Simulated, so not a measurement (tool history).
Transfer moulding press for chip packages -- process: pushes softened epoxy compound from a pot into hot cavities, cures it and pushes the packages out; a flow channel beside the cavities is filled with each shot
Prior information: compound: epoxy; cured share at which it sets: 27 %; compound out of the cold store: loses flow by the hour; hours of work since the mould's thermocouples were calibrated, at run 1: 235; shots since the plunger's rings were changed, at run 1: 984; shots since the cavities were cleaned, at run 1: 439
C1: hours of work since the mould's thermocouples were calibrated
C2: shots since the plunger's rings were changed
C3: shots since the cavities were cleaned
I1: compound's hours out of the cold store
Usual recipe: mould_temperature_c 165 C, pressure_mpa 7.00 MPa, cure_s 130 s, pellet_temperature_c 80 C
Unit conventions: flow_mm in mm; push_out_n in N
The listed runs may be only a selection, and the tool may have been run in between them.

Run 1, hour 0.0: usual settings; C1 235; C2 984; C3 439; I1 11.2. Result: flow_mm 681 mm, push_out_n 477 N.
Run 2, hour 7.5: usual settings; C1 239; C2 1033; C3 488; I1 18.8. Result: flow_mm 661 mm, push_out_n 481 N.
Run 3, hour 19.3: usual settings; C1 244; C2 1109; C3 564; I1 17.1. Result: flow_mm 661 mm, push_out_n 494 N.
At hour 26.4: cavities cleaned with cleaning compound and waxed.
Run 4, hour 32.1: usual settings but cure_s 138 s; C1 250; C2 1182; C3 37; I1 15.8. Result: flow_mm 659 mm, push_out_n 527 N.
Run 5, hour 45.2: usual settings but cure_s 124 s; C1 256; C2 1267; C3 122; I1 10.9. Result: flow_mm 674 mm, push_out_n 656 N.
Run 6, hour 54.9: usual settings but cure_s 124 s; C1 260; C2 1329; C3 184; I1 41.0. Result: flow_mm 595 mm, push_out_n 633 N.
At hour 64.0: cavities cleaned with cleaning compound and waxed, once more.
Run 7, hour 72.1: usual settings but cure_s 124 s; C1 267; C2 1431; C3 53; I1 8.6. Result: flow_mm 679 mm, push_out_n 416 N.
Run 8, hour 88.8: usual settings; C1 275; C2 1538; C3 160; I1 42.2. Result: flow_mm 586 mm, push_out_n 401 N.
Run 9, hour 102.7: usual settings but pressure_mpa 6.08 MPa; C1 282; C2 1628; C3 250; I1 12.9. Result: flow_mm 619 mm, push_out_n 453 N.
Run 10, hour 120.3: usual settings; C1 290; C2 1741; C3 363; I1 39.1. Result: flow_mm 599 mm, push_out_n 472 N.
Run 11, hour 130.4: usual settings; C1 294; C2 1807; C3 429; I1 31.0. Result: flow_mm 621 mm, push_out_n 472 N.
Run 12, hour 142.2: usual settings; C1 300; C2 1883; C3 505; I1 47.8. Result: flow_mm 578 mm, push_out_n 485 N.
At hour 158.8: cavities cleaned with cleaning compound and waxed.
Run 13, hour 160.5: usual settings; C1 308; C2 1992; C3 12; I1 17.2. Result: flow_mm 654 mm, push_out_n 383 N.
Run 14, hour 175.1: usual settings; C1 315; C2 2085; C3 105; I1 21.7. Result: flow_mm 645 mm, push_out_n 412 N.
Run 15, hour 186.3: usual settings; C1 320; C2 2158; C3 178; I1 10.2. Result: flow_mm 670 mm, push_out_n 412 N.
Run 16, hour 197.3: usual settings but pressure_mpa 7.99 MPa, cure_s 161 s; C1 325; C2 2229; C3 249; I1 20.1. Result: flow_mm 685 mm, push_out_n 369 N.
Run 17, hour 214.7: usual settings but pressure_mpa 8.66 MPa, cure_s 112 s; C1 333; C2 2341; C3 361; I1 43.1. Result: flow_mm 637 mm, push_out_n 568 N.
Run 18, hour 230.2: usual settings but mould_temperature_c 169 C, pressure_mpa 8.66 MPa, cure_s 112 s, pellet_temperature_c 76 C; C1 340; C2 2441; C3 461; I1 39.0. Result: flow_mm 649 mm, push_out_n 494 N.
Run 19, hour 243.9: usual settings but mould_temperature_c 167 C; C1 346; C2 2529; C3 549; I1 18.1. Result: flow_mm 642 mm, push_out_n 469 N.
At hour 253.0: cavities cleaned with cleaning compound and waxed.
Run 20, hour 253.0: usual settings but mould_temperature_c 167 C; C1 350; C2 2579; C3 0; I1 37.5. Result: flow_mm 589 mm, push_out_n 364 N.
Run 21, hour 266.1: usual settings but mould_temperature_c 167 C; C1 356; C2 2663; C3 84; I1 46.9. Result: flow_mm 563 mm, push_out_n 369 N.
Run 22, hour 278.9: usual settings but mould_temperature_c 167 C; C1 362; C2 2746; C3 167; I1 21.1. Result: flow_mm 625 mm, push_out_n 401 N.
Run 23, hour 295.3: usual settings but pressure_mpa 8.53 MPa; C1 370; C2 2851; C3 272; I1 36.8. Result: flow_mm 651 mm, push_out_n 455 N.
Run 24, hour 306.3: usual settings but pressure_mpa 8.53 MPa; C1 375; C2 2922; C3 343; I1 36.6. Result: flow_mm 652 mm, push_out_n 464 N.

What will run 25 give?
Run 25, hour 321.4: usual settings but mould_temperature_c 166 C, pressure_mpa 7.19 MPa, pellet_temperature_c 78 C; C1 382; C2 3020; C3 441; I1 37.9. Result: flow_mm ?, push_out_n ?.

{"run 25": {"flow_mm": 601, "push_out_n": 463}}
Without the tool's hidden state the same run would have given flow_mm 624 mm, push_out_n 331 N.
